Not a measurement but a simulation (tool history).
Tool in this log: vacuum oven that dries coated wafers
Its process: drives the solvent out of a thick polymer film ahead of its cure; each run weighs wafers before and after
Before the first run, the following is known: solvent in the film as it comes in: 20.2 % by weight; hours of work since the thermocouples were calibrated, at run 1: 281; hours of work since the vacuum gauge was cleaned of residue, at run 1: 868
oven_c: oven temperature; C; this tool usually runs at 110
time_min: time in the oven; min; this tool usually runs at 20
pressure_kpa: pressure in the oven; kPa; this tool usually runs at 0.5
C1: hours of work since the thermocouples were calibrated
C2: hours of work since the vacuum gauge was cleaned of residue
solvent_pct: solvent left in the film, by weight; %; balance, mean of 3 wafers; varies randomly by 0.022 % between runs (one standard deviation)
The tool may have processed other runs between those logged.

{"run": 1, "hour": 0.0, "oven_c": 110, "time_min": 20, "pressure_kpa": 0.5, "C1": 281, "C2": 868, "solvent_pct": 2.3}
{"run": 2, "hour": 23.9, "oven_c": 110, "time_min": 20, "pressure_kpa": 0.5, "C1": 291, "C2": 879, "solvent_pct": 2.36}
{"run": 3, "hour": 54.6, "oven_c": 110, "time_min": 20, "pressure_kpa": 0.5, "C1": 305, "C2": 892, "solvent_pct": 2.27}
{"run": 4, "hour": 89.1, "oven_c": 110, "time_min": 20, "pressure_kpa": 0.5, "C1": 320, "C2": 907, "solvent_pct": 2.34}
{"run": 5, "hour": 115.9, "oven_c": 110, "time_min": 18, "pressure_kpa": 0.5, "C1": 331, "C2": 919, "solvent_pct": 2.77}
{"run": 6, "hour": 151.2, "oven_c": 110, "time_min": 18, "pressure_kpa": 0.5, "C1": 347, "C2": 934, "solvent_pct": 2.81}
{"run": 7, "hour": 174.2, "oven_c": 110, "time_min": 20, "pressure_kpa": 0.5, "C1": 357, "C2": 944, "solvent_pct": 2.27}
{"run": 8, "hour": 204.8, "oven_c": 110, "time_min": 20, "pressure_kpa": 0.5, "C1": 370, "C2": 957, "solvent_pct": 2.3}
{"run": 9, "hour": 246.4, "oven_c": 110, "time_min": 11, "pressure_kpa": 0.5, "C1": 388, "C2": 976, "solvent_pct": 5.42}
{"run": 10, "hour": 267.9, "oven_c": 117, "time_min": 11, "pressure_kpa": 0.5, "C1": 398, "C2": 985, "solvent_pct": 3.71}
{"run": 11, "hour": 310.5, "oven_c": 110, "time_min": 20, "pressure_kpa": 0.64, "C1": 416, "C2": 1003, "solvent_pct": 2.35}
{"hour": 324.0, "done": "vacuum gauge cleaned of residue and calibrated"}
{"run": 12, "hour": 336.9, "oven_c": 110, "time_min": 20, "pressure_kpa": 0.64, "C1": 427, "C2": 6, "solvent_pct": 2.41}
{"run": 13, "hour": 361.1, "oven_c": 110, "time_min": 20, "pressure_kpa": 0.458, "C1": 438, "C2": 16, "solvent_pct": 2.25}
{"run": 14, "hour": 385.6, "oven_c": 110, "time_min": 20, "pressure_kpa": 0.458, "C1": 448, "C2": 27, "solvent_pct": 2.29}
{"run": 15, "hour": 414.9, "oven_c": 110, "time_min": 20, "pressure_kpa": 0.5, "C1": 461, "C2": 40, "solvent_pct": 2.31}
{"run": 16, "hour": 451.1, "oven_c": 100, "time_min": 20, "pressure_kpa": 0.5, "C1": 477, "C2": 55, "solvent_pct": 4.61}
{"run": 17, "hour": 484.8, "oven_c": 110, "time_min": 21, "pressure_kpa": 0.5, "C1": 491, "C2": 70, "solvent_pct": 2.08}
{"run": 18, "hour": 518.7, "oven_c": 110, "time_min": 21, "pressure_kpa": 0.639, "C1": 506, "C2": 85, "solvent_pct": 2.18}
{"run": 19, "hour": 538.8, "oven_c": 110, "time_min": 21, "pressure_kpa": 0.639, "C1": 515, "C2": 94, "solvent_pct": 2.22}
{"run": 20, "hour": 558.9, "oven_c": 110, "time_min": 21, "pressure_kpa": 0.639, "C1": 524, "C2": 102, "solvent_pct": 2.19}
{"run": 21, "hour": 587.0, "oven_c": 110, "time_min": 21, "pressure_kpa": 0.639, "C1": 536, "C2": 114, "solvent_pct": 2.16}
{"run": 22, "hour": 628.9, "oven_c": 110, "time_min": 15, "pressure_kpa": 0.5, "C1": 554, "C2": 133, "solvent_pct": 3.67}
{"run": 23, "hour": 661.5, "oven_c": 99, "time_min": 15, "pressure_kpa": 0.5, "C1": 568, "C2": 147, "solvent_pct": 6.53}
{"run": 24, "hour": 692.9, "oven_c": 99, "time_min": 15, "pressure_kpa": 0.5, "C1": 582, "C2": 161, "solvent_pct": 6.57}
{"run": 25, "hour": 711.6, "oven_c": 100, "time_min": 15, "pressure_kpa": 0.441, "C1": 590, "C2": 169, "solvent_pct": 6.2}
{"run": 26, "hour": 747.0, "oven_c": 100, "time_min": 15, "pressure_kpa": 0.441, "C1": 606, "C2": 184, "solvent_pct": 6.26}
{"run": 27, "hour": 779.3, "oven_c": 102, "time_min": 29, "pressure_kpa": 0.357, "C1": 620, "C2": 198, "solvent_pct": 2.2}
{"run": 28, "hour": 814.1, "oven_c": 100, "time_min": 29, "pressure_kpa": 0.357, "C1": 635, "C2": 213, "solvent_pct": 2.61}
{"run": 29, "hour": 853.4, "oven_c": 100, "time_min": 29, "pressure_kpa": 0.357, "C1": 652, "C2": 231, "solvent_pct": 2.59}
{"run": 30, "hour": 891.1, "oven_c": 100, "time_min": 12, "pressure_kpa": 0.357, "C1": 668, "C2": 247, "solvent_pct": 7.52}
{"run": 31, "hour": 927.3, "oven_c": 99, "time_min": 17, "pressure_kpa": 0.417, "C1": 684, "C2": 263, "solvent_pct": 5.75}
{"run": 32, "hour": 948.6, "oven_c": 122, "time_min": 21, "pressure_kpa": 0.949, "C1": 693, "C2": 272, "solvent_pct": 0.84}
{"run": 33, "hour": 974.2, "oven_c": 122, "time_min": 21, "pressure_kpa": 0.949, "C1": 704, "C2": 283, "solvent_pct": 0.85}
{"run": 34, "hour": 995.8, "oven_c": 122, "time_min": 20, "pressure_kpa": 0.559, "C1": 714, "C2": 293, "solvent_pct": 0.76}
{"run": 35, "hour": 1035.6, "oven_c": 122, "time_min": 20, "pressure_kpa": 0.559, "C1": 731, "C2": 310, "solvent_pct": 0.77}
{"run": 36, "hour": 1059.5, "oven_c": 107, "time_min": 20, "pressure_kpa": 1.284, "C1": 742, "C2": 320, "solvent_pct": 3.36}
{"run": 37, "hour": 1100.2, "oven_c": 108, "time_min": 24, "pressure_kpa": 0.317, "C1": 759, "C2": 338, "solvent_pct": 1.84}
{"run": 38, "hour": 1138.7, "oven_c": 114, "time_min": 11, "pressure_kpa": 1.076, "C1": 776, "C2": 355, "solvent_pct": 4.64}
{"run": 39, "hour": 1168.6, "oven_c": 114, "time_min": 11, "pressure_kpa": 1.076, "C1": 789, "C2": 368, "solvent_pct": 4.66}
{"run": 40, "hour": 1210.9, "oven_c": 114, "time_min": 11, "pressure_kpa": 1.076, "C1": 808, "C2": 386, "solvent_pct": 4.7}
{"run": 41, "hour": 1231.0, "oven_c": 110, "time_min": 20, "pressure_kpa": 0.958, "C1": 816, "C2": 395, "solvent_pct": 2.58}
{"run": 42, "hour": 1270.0, "oven_c": 113, "time_min": 18, "pressure_kpa": 1.657, "C1": 833, "C2": 412, "solvent_pct": 2.76}
{"run": 43, "hour": 1289.9, "oven_c": 113, "time_min": 15, "pressure_kpa": 0.496, "C1": 842, "C2": 421, "solvent_pct": 3}
{"run": 44, "hour": 1324.4, "oven_c": 110, "time_min": 30, "pressure_kpa": 0.5, "C1": 857, "C2": 436, "solvent_pct": 1.03}
{"run": 45, "hour": 1347.0, "oven_c": 110, "time_min": 20, "pressure_kpa": 1.432, "C1": 867, "C2": 445, "solvent_pct": 2.8}
{"run": 46, "hour": 1373.3, "oven_c": 110, "time_min": 20, "pressure_kpa": 1.432, "C1": 878, "C2": 457, "solvent_pct": 2.87}

Predict each of these 5 candidate next runs independently; none follows another, all start after run 46:
{"run": "A", "hour": 1392.8, "oven_c": 121, "time_min": 19, "pressure_kpa": 1.567, "C1": 887, "C2": 465, "solvent_pct": "?"}
{"run": "B", "hour": 1392.8, "oven_c": 118, "time_min": 20, "pressure_kpa": 0.303, "C1": 887, "C2": 465, "solvent_pct": "?"}
{"run": "C", "hour": 1392.8, "oven_c": 96, "time_min": 33, "pressure_kpa": 0.258, "C1": 887, "C2": 465, "solvent_pct": "?"}
{"run": "D", "hour": 1392.8, "oven_c": 110, "time_min": 20, "pressure_kpa": 0.307, "C1": 887, "C2": 465, "solvent_pct": "?"}
{"run": "E", "hour": 1392.8, "oven_c": 104, "time_min": 35, "pressure_kpa": 0.391, "C1": 887, "C2": 465, "solvent_pct": "?"}

run=A solvent_pct=1.35
run=B solvent_pct=1.02
run=C solvent_pct=2.8
run=D solvent_pct=2.19
run=E solvent_pct=1.29
Without the tool's unlogged condition, the same runs would have read:
run=A solvent_pct=1.35
run=B solvent_pct=1.02
run=C solvent_pct=2.8
run=D solvent_pct=2.19
run=E solvent_pct=1.29
